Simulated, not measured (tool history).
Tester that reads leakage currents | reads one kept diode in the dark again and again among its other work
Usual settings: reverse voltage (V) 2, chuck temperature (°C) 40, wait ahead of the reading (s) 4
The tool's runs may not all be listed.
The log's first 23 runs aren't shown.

run	hour	reverse voltage (V)	chuck temperature (°C)	wait ahead of the reading (s)	current that the tester gives (pA)
24	2400.5	1.29	54	4	53.87
25	2495.9	1.6	54	1.58	59.87
26	2567.2	17.39	39	7.22	73.72
27	2657.1	2	40	2.43	26.44
28	2724.4	2	40	2.43	26.32
29	2808.7	9.37	40	1.71	59.25
30	2921.1	12.96	60	0.89	256.53
# hour 2962.5: chuck's temperature calibrated
31	3015.9	4.75	60	0.89	153.32
32	3080.6	8.98	33	0.32	44.09

4 ways to go on from here, each from the tool as it stands after run 32. What would each give?
A	3156.6	1.71	33	0.32	?
B	3156.6	1.85	38	0.32	?
C	3156.6	3.94	46	3.36	?
D	3156.6	3.84	33	1.02	?

run	current that the tester gives (pA)
A	16.62
B	23.77
C	55.88
D	23.29
Without the tool's hidden state the same runs would have given:
run	current that the tester gives (pA)
A	16.62
B	23.76
C	55.87
D	23.27
